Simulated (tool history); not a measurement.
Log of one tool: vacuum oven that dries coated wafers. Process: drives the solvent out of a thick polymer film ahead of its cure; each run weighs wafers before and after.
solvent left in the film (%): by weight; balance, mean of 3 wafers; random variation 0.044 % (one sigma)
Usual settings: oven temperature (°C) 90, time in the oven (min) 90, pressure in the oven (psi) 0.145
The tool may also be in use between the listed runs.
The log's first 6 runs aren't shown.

run     day  oven temperature (°C)  time in the oven (min)  pressure in the oven (psi)  hours of work since the thermocouples were calibrated  hours of work since the vacuum gauge was cleaned of residue  solvent left in the film (%)
  7   2.096                     90                     137                       0.145                                                    564                                                          425                          0.75
  8   2.388                     90                      61                       0.145                                                    569                                                          430                          1.65
  9   2.767                     90                      61                       0.145                                                    576                                                          437                          1.68
 10   3.067                     90                      61                       0.145                                                    581                                                          443                          1.72
 11   3.346                     90                      61                       0.145                                                    586                                                          448                          1.72
 12   3.875                     90                      61                       0.145                                                    596                                                          458                          1.63
 13   4.258                     90                      61                       0.145                                                    603                                                          465                          1.63
 14   4.688                     90                      61                       0.145                                                    611                                                          472                          1.59
 15   5.033                     78                      61                       0.145                                                    617                                                          479                          4.48
 16   5.521                     90                      90                       0.136                                                    626                                                          488                          1.07
 17   5.833                     90                      90                       0.136                                                    632                                                          494                          1.02
 18   6.217                     90                      90                       0.136                                                    639                                                          501                          0.94
 19   6.604                     90                      90                       0.405                                                    646                                                          508                          2.21
 20   6.938                     90                      90                       0.405                                                    652                                                          514                           2.2
 21    7.45                     90                      90                       0.228                                                    662                                                          523                          1.39
 22   7.854                     90                      90                       0.228                                                    669                                                          531                          1.44
 23   8.246                     90                      79                       0.126                                                    676                                                          538                          1.14
 24   8.538                     90                      79                       0.126                                                    682                                                          543                          1.13
 25   9.054                     90                      94                       0.263                                                    691                                                          553                          1.46
 26   9.388                     90                      94                       0.263                                                    697                                                          559                          1.49
 27   9.683                     82                      54                       0.145                                                    703                                                          564                          3.89
 28  10.062                     76                      54                       0.077                                                    710                                                          571                          5.23
 29  10.471                     76                      54                       0.077                                                    717                                                          579                          5.12
 30  10.912                     90                      58                        0.27                                                    725                                                          587                          2.22
 31  11.467                     90                     134                       0.132                                                    735                                                          597                          0.75

Forecast run 32:
 32  11.988                     84                      67                       0.235                                                    745                                                          606                             ?

solvent left in the film (%): 3.12
Without the tool's hidden state the same run would have given solvent left in the film (%) 3.18.
